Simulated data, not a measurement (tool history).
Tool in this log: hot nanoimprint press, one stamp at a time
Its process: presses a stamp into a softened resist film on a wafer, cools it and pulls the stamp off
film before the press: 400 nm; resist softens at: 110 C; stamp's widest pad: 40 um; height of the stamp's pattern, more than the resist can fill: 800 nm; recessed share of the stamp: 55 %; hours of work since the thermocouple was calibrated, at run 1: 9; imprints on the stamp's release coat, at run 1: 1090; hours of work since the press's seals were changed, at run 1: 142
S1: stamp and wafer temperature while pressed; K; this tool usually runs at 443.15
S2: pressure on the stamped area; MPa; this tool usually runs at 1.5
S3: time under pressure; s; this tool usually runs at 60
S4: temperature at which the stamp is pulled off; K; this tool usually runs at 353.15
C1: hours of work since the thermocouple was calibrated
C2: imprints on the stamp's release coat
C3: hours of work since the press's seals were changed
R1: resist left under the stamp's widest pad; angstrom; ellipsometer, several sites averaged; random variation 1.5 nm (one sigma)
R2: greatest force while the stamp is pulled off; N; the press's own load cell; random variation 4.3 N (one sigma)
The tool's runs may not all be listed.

run,hour,S1,S2,S3,S4,C1,C2,C3,R1,R2
1,0,443.15,1.5,60,353.15,9,1090,142,2307,302
2,44.7,443.15,1.5,60,353.15,39,1255,172,2362,336
# hour 87.6: stamp cleaned and given a new release coat
3,98.4,443.15,1.5,60,344.15,71,40,204,2348,232
4,153.2,443.15,1.5,51,353.15,108,242,241,2513,227
5,199.7,443.15,0.91,60,353.15,139,414,272,2806,242
6,233.1,444.15,0.91,60,353.15,161,537,294,2735,255
7,304,444.15,0.91,60,353.15,209,798,341,2773,275
8,352.6,443.15,1.5,60,353.15,241,978,374,2441,286
9,402.7,443.15,1.5,60,353.15,275,1163,407,2461,307
# hour 426.4: plate thermocouple calibrated
10,444.7,443.15,1.5,60,353.15,12,1307,433,2356,325
# hour 475.5: stamp cleaned and given a new release coat
11,479.6,443.15,1.5,60,353.15,32,15,453,2382,215
12,510.7,439.15,1.5,60,353.15,52,130,474,2716,217
13,574,443.15,1.5,54,353.15,95,364,516,2480,244
14,629.9,443.15,1.5,53,353.15,132,570,553,2499,252
15,694.6,443.15,1.5,53,353.15,175,809,597,2515,269
16,749.9,443.15,1.5,32,353.15,212,1013,634,2909,298
17,787.1,452.15,1.04,79,353.15,237,1150,658,1906,316
18,842.7,452.15,2.06,63,353.15,274,1356,696,1553,325
# hour 857.6: stamp cleaned and given a new release coat
# hour 873.2: plate thermocouple calibrated
19,900.1,437.15,1.96,83,343.15,18,146,728,2418,239
20,936.1,443.15,1.61,64,353.15,42,279,752,2318,221
21,980.9,440.15,0.91,54,353.15,72,444,782,3133,246
# hour 1035.9: press's hydraulic seals changed and the load cell set to zero
22,1047.6,440.15,0.91,54,353.15,111,661,8,3091,253
23,1085.7,440.15,0.91,54,338.15,137,802,33,3084,317
24,1126.2,440.15,2.03,54,344.15,164,951,60,2419,309
25,1185.6,433.15,2.03,54,351.15,204,1170,100,3061,312
26,1222.5,433.15,2.03,54,351.15,228,1306,125,3060,329
# hour 1249.6: stamp cleaned and given a new release coat
27,1297.6,443.15,2.18,60,352.15,274,177,171,2090,221
# hour 1319.9: plate thermocouple calibrated
28,1353.4,443.15,2.18,38,360.15,22,372,206,2348,216
29,1384.4,443.15,1.41,38,348.15,43,487,227,2688,250
30,1436.8,443.15,1.41,38,348.15,78,680,262,2763,271
31,1474.7,443.15,2.14,60,353.15,103,820,287,2039,280

Here are 3 independent what-if runs from the current tool condition. What would each one return?
A,1521.2,443.15,1.5,60,352.15,135,992,319,?,?
B,1521.2,449.15,2.11,55,353.15,135,992,319,?,?
C,1521.2,443.15,2.14,60,344.15,135,992,319,?,?

run,R1,R2
A,2363,294
B,1737,287
C,2081,309
With the hidden condition removed and each run's random variation left untouched, the same runs would have given:
run,R1,R2
A,2311,210
B,1687,205
C,2023,221
